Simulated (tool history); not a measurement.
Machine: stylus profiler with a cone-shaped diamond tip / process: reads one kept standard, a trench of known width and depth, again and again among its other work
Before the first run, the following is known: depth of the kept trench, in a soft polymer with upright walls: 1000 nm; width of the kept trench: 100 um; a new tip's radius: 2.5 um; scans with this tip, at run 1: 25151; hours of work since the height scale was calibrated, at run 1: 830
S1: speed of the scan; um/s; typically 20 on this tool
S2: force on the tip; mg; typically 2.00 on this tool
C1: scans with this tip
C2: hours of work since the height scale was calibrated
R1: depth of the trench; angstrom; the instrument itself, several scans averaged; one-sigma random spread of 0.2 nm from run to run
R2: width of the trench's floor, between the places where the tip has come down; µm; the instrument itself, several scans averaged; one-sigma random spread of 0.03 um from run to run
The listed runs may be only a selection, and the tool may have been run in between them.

| run | hour | S1 | S2 | C1 | C2 | R1 | R2 |
|---|---|---|---|---|---|---|---|
| 1 | 0.0 | 20 | 2.00 | 25151 | 830 | 10067.8 | 93.30 |
|  | 23.5 | height scale calibrated on a step standard |
| 2 | 37.6 | 20 | 2.00 | 25569 | 11 | 10089.2 | 93.17 |
| 3 | 75.9 | 20 | 2.00 | 25999 | 39 | 10088.2 | 93.17 |
| 4 | 104.0 | 20 | 3.92 | 26315 | 60 | 10129.0 | 93.20 |
| 5 | 140.3 | 20 | 3.92 | 26724 | 88 | 10130.2 | 93.16 |
| 6 | 184.5 | 20 | 4.51 | 27222 | 121 | 10145.2 | 93.07 |
| 7 | 221.9 | 20 | 0.73 | 27642 | 149 | 10046.4 | 93.01 |
| 8 | 264.5 | 24 | 0.73 | 28122 | 181 | 10040.3 | 92.87 |
| 9 | 301.4 | 24 | 0.73 | 28536 | 209 | 10042.9 | 92.89 |
| 10 | 360.7 | 24 | 0.73 | 29204 | 254 | 10039.8 | 92.84 |
| 11 | 416.9 | 24 | 0.73 | 29836 | 296 | 10042.7 | 92.77 |
| 12 | 460.0 | 20 | 2.00 | 30321 | 328 | 10082.5 | 92.81 |
| 13 | 485.4 | 20 | 2.00 | 30606 | 347 | 10081.1 | 92.72 |
| 14 | 514.8 | 20 | 2.09 | 30938 | 369 | 10083.0 | 92.72 |
| 15 | 551.6 | 20 | 0.71 | 31351 | 397 | 10039.7 | 92.65 |
| 16 | 578.8 | 38 | 5.58 | 31658 | 418 | 10158.0 | 92.72 |
| 17 | 622.2 | 35 | 1.88 | 32145 | 450 | 10074.1 | 92.61 |
| 18 | 659.4 | 35 | 1.88 | 32564 | 478 | 10071.6 | 92.52 |
| 19 | 714.5 | 9 | 0.85 | 33184 | 520 | 10044.0 | 92.59 |
| 20 | 747.6 | 24 | 5.61 | 33557 | 545 | 10161.8 | 92.57 |
| 21 | 778.6 | 14 | 0.84 | 33905 | 568 | 10042.0 | 92.55 |
| 22 | 813.2 | 43 | 1.37 | 34294 | 594 | 10059.8 | 92.40 |
|  | 851.7 | new tip fitted, height scale calibrated |
| 23 | 857.3 | 20 | 0.85 | 63 | 4 | 10045.6 | 95.83 |
| 24 | 910.3 | 24 | 3.39 | 659 | 44 | 10112.0 | 95.75 |
| 25 | 966.5 | 61 | 5.43 | 1291 | 86 | 10155.0 | 95.59 |
| 26 | 998.5 | 61 | 5.43 | 1651 | 110 | 10153.1 | 95.56 |
| 27 | 1026.8 | 67 | 2.88 | 1969 | 132 | 10097.3 | 95.51 |
| 28 | 1064.8 | 67 | 2.88 | 2397 | 160 | 10097.2 | 95.41 |

Forecast each of these 5 alternatives for the next run:
| A | 1113.0 | 32 | 1.21 | 2939 | 196 | ? | ? |
| B | 1113.0 | 67 | 2.82 | 2939 | 196 | ? | ? |
| C | 1113.0 | 67 | 1.22 | 2939 | 196 | ? | ? |
| D | 1113.0 | 9 | 2.88 | 2939 | 196 | ? | ? |
| E | 1113.0 | 19 | 2.00 | 2939 | 196 | ? | ? |

| run | R1 | R2 |
|---|---|---|
| A | 10054.1 | 95.35 |
| B | 10099.6 | 95.32 |
| C | 10054.4 | 95.17 |
| D | 10097.9 | 95.48 |
| E | 10079.5 | 95.45 |
Had the tool no hidden state, the same runs would have come out as:
| run | R1 | R2 |
|---|---|---|
| A | 10058.2 | 95.85 |
| B | 10103.7 | 95.83 |
| C | 10058.5 | 95.68 |
| D | 10102.0 | 95.99 |
| E | 10083.6 | 95.95 |

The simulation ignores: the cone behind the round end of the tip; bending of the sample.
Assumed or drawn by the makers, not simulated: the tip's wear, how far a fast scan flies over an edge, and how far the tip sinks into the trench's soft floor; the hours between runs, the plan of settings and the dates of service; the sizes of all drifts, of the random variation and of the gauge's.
